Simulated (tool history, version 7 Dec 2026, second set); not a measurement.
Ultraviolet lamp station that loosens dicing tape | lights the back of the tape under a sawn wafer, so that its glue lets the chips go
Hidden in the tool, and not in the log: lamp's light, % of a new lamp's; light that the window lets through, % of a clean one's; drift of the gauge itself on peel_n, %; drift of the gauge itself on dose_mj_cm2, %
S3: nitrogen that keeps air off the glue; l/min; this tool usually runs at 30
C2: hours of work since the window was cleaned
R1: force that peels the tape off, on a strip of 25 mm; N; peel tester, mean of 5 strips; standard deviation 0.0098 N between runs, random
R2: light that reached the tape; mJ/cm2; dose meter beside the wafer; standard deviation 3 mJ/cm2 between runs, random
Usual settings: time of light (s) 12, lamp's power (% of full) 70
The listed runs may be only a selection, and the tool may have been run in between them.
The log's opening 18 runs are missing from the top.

{"run": 19, "hour": 177.5, "time of light (s)": 12, "lamp's power (% of full)": 70, "S3": 30, "hours of work of the lamp": 102, "C2": 133, "R1": 0.474, "R2": 412}
{"run": 20, "hour": 186.0, "time of light (s)": 12, "lamp's power (% of full)": 70, "S3": 30, "hours of work of the lamp": 106, "C2": 137, "R1": 0.476, "R2": 414}
{"run": 21, "hour": 195.6, "time of light (s)": 14, "lamp's power (% of full)": 70, "S3": 30, "hours of work of the lamp": 111, "C2": 142, "R1": 0.404, "R2": 477}
{"run": 22, "hour": 201.3, "time of light (s)": 14, "lamp's power (% of full)": 70, "S3": 30, "hours of work of the lamp": 113, "C2": 144, "R1": 0.404, "R2": 478}
{"run": 23, "hour": 207.9, "time of light (s)": 12, "lamp's power (% of full)": 93, "S3": 43, "hours of work of the lamp": 116, "C2": 147, "R1": 0.301, "R2": 550}
{"run": 24, "hour": 219.7, "time of light (s)": 6, "lamp's power (% of full)": 93, "S3": 28, "hours of work of the lamp": 122, "C2": 153, "R1": 0.838, "R2": 267}
{"run": 25, "hour": 229.7, "time of light (s)": 12, "lamp's power (% of full)": 79, "S3": 15, "hours of work of the lamp": 126, "C2": 157, "R1": 0.583, "R2": 461}
{"run": 26, "hour": 242.9, "time of light (s)": 12, "lamp's power (% of full)": 79, "S3": 15, "hours of work of the lamp": 132, "C2": 163, "R1": 0.584, "R2": 459}
{"run": 27, "hour": 253.5, "time of light (s)": 12, "lamp's power (% of full)": 79, "S3": 15, "hours of work of the lamp": 137, "C2": 168, "R1": 0.561, "R2": 463}
{"run": 28, "hour": 259.7, "time of light (s)": 12, "lamp's power (% of full)": 79, "S3": 15, "hours of work of the lamp": 140, "C2": 171, "R1": 0.611, "R2": 457}
{"run": 29, "hour": 269.9, "time of light (s)": 7, "lamp's power (% of full)": 67, "S3": 24, "hours of work of the lamp": 145, "C2": 175, "R1": 1.06, "R2": 222}
{"run": 30, "hour": 278.3, "time of light (s)": 7, "lamp's power (% of full)": 67, "S3": 24, "hours of work of the lamp": 148, "C2": 179, "R1": 1.12, "R2": 221}
{"run": 31, "hour": 286.1, "time of light (s)": 7, "lamp's power (% of full)": 67, "S3": 24, "hours of work of the lamp": 152, "C2": 183, "R1": 1.072, "R2": 221}
{"run": 32, "hour": 299.1, "time of light (s)": 7, "lamp's power (% of full)": 67, "S3": 24, "hours of work of the lamp": 158, "C2": 189, "R1": 1.104, "R2": 223}
{"run": 33, "hour": 304.9, "time of light (s)": 7, "lamp's power (% of full)": 94, "S3": 30, "hours of work of the lamp": 160, "C2": 191, "R1": 0.717, "R2": 315}
{"run": 34, "hour": 315.6, "time of light (s)": 13, "lamp's power (% of full)": 70, "S3": 16, "hours of work of the lamp": 165, "C2": 196, "R1": 0.604, "R2": 424}

Predict the results of run 35:
{"run": 35, "hour": 321.6, "time of light (s)": 13, "lamp's power (% of full)": 70, "S3": 16, "hours of work of the lamp": 168, "C2": 199, "R1": "?", "R2": "?"}

R1: 0.627 N
R2: 433 mJ/cm2
If the tool had no hidden condition, the same run with the same run-to-run variation would have returned R1 0.516 N, R2 503 mJ/cm2.
